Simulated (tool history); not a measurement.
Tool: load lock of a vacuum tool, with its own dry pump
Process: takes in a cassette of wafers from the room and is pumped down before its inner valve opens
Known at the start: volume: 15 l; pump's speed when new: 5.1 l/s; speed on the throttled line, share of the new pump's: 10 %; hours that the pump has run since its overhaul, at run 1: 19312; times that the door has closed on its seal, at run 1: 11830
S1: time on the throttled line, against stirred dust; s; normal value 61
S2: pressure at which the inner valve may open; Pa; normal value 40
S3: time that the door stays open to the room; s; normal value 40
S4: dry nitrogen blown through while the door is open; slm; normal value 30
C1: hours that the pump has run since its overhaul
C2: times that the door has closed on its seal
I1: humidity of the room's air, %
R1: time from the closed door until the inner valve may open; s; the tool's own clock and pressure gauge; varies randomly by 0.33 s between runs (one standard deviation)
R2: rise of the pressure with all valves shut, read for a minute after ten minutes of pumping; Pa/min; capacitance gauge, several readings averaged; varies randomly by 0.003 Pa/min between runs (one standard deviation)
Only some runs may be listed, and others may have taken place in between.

run    hour   S1  S2  S3  S4     C1     C2    I1     R1     R2
  1       0   61  40  40  30  19312  11830  42.3   81.4  0.087
  2   497.4   61  40  40  30  19810  12847  47.1   81.3  0.109
  3  1144.6   61  40  40  30  20457  14169  44.4   81.6  0.122
  4  1677.6   61  40  40  30  20990  15258  45.8   81.5  0.123
  5  2287.4   61  40  40  30  21600  16504  42.8   82.3  0.135
  6  2754.3   61  61  40   6  22067  17458  46.7   80.7  0.182
  7  3256.3  114  35  28  16  22569  18484  43.4  130.2  0.166
  8  3835.3  114  35  28  16  23148  19667  43.3  128.6  0.185
  9  4235.7  114  35  28  16  23548  20485  45.3  128.5  0.189
 10  4716.6  117  40  40  30  24029  21468  43.7  131.5  0.185

Below are 4 alternative next runs, each starting from the tool's condition after run 10. Predict each:
  A  5243.5   61  30  40  30  24556  22544  46.8   ?   ?
  B  5243.5  105  40  40  30  24556  22544  46.1   ?   ?
  C  5243.5   61  40  52   4  24556  22544  49.1   ?   ?
  D  5243.5   90  40  40  32  24556  22544  43.2   ?   ?

run     R1     R2
  A     84    0.2
  B  120.6  0.204
  C   82.3  0.266
  D  108.2  0.201
What these runs would have given with no unlogged condition in the tool:
run     R1     R2
  A   79.7  0.033
  B  117.6  0.037
  C   78.2  0.096
  D  104.7  0.034
